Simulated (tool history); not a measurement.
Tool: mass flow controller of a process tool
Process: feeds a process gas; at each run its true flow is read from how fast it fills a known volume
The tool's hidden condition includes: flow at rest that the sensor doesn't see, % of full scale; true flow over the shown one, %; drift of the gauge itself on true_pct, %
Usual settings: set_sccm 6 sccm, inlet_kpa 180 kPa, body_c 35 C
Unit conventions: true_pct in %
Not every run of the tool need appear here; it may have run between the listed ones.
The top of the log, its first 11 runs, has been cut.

run	hour	set_sccm	inlet_kpa	body_c	hours of work since the controller was set to zero	hours of work since the controller was changed	true_pct
12	777.8	6	180	35	2806	2806	97.43
13	839.7	6	146	35	2847	2847	97.21
14	911.9	6	146	35	2894	2894	97.09
15	953.0	6	146	35	2921	2921	96.97
16	1009.3	6	256	21	2958	2958	99.35
17	1069.5	6	256	21	2998	2998	99.22
18	1134.0	6	256	21	3040	3040	99.18
19	1217.1	7	198	23	3095	3095	98.52
20	1294.6	6	206	35	3145	3145	97.18
21	1391.0	4	158	26	3209	3209	97.65
22	1483.6	4	158	26	3270	3270	97.51
23	1544.1	3	158	20	3309	3309	98.11
24	1631.3	3	270	28	3367	3367	97.95
25	1677.6	6	197	25	3397	3397	97.82
26	1745.4	3	278	27	3442	3442	98.05
27	1843.3	6	180	35	3506	3506	96.34
28	1936.3	2	180	31	3567	3567	96.62
29	2008.0	2	180	31	3614	3614	96.59
30	2104.8	6	180	21	3678	3678	97.72

Predict each of these 5 candidate next runs independently; none follows another, all start after run 30:
A	2198.2	19	189	30	3739	3739	?
B	2198.2	2	200	21	3739	3739	?
C	2198.2	2	167	35	3739	3739	?
D	2198.2	11	160	21	3739	3739	?
E	2198.2	18	216	32	3739	3739	?

run	true_pct
A	97.22
B	97.63
C	95.76
D	97.69
E	97.29
Stripped of hidden state, with their random variation kept, the same runs would have yielded:
run	true_pct
A	99.30
B	99.71
C	97.80
D	99.78
E	99.37
